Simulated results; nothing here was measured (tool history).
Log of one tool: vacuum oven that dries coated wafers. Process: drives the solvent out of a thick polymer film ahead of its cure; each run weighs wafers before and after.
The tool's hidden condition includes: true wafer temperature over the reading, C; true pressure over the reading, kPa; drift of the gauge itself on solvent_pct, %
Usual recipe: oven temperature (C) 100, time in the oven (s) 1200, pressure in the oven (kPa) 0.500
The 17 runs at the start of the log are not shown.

run   hour  oven temperature (C)  time in the oven (s)  pressure in the oven (kPa)  hours of work since the thermocouples were calibrated  hours of work since the vacuum gauge was cleaned of residue  solvent left in the film (%)
 18  168.1                   110                  1200                       0.314                                                    830                                                          341                          0.80
 19  176.4                   100                   600                       0.399                                                    835                                                          346                          6.61
 20  186.0                    87                  1380                       1.699                                                    841                                                          352                          9.33
 21  194.2                    87                  1380                       1.699                                                    846                                                          357                          9.39
 22  208.2                    87                  1440                       1.699                                                    854                                                          365                          9.03
 23  215.9                   100                  1620                       0.500                                                    859                                                          370                          2.00
 24  229.2                    99                   780                       1.052                                                    867                                                          378                          6.30
 25  236.9                    93                  2040                       0.343                                                    872                                                          383                          3.00
 26  244.1                   115                  1560                       1.172                                                    876                                                          387                          0.99
 27  255.1                   104                  1200                       0.585                                                    883                                                          394                          2.10
 28  266.2                    95                  1200                       0.346                                                    889                                                          400                          4.95
 29  280.0                    95                  1200                       0.346                                                    898                                                          409                          4.84
 30  289.5                    95                  1200                       0.346                                                    903                                                          414                          4.99
 31  297.0                    95                  1200                       0.346                                                    908                                                          419                          5.01

Each row is a separate what-if for the run after 31, all from the same tool condition, not one after another. Results?
  A  309.0                   100                  1740                       0.391                                                    915                                                          426                             ?
  B  309.0                   108                   900                       1.903                                                    915                                                          426                             ?
  C  309.0                    95                  1380                       0.346                                                    915                                                          426                             ?
  D  309.0                   102                  1200                       0.346                                                    915                                                          426                             ?
  E  309.0                    95                  1920                       1.332                                                    915                                                          426                             ?

run  solvent left in the film (%)
  A                          1.69
  B                          3.36
  C                          4.17
  D                          2.31
  E                          4.04
With the hidden condition removed and each run's random variation left untouched, the same runs would have given:
run  solvent left in the film (%)
  A                          1.38
  B                          3.02
  C                          3.69
  D                          1.94
  E                          3.60
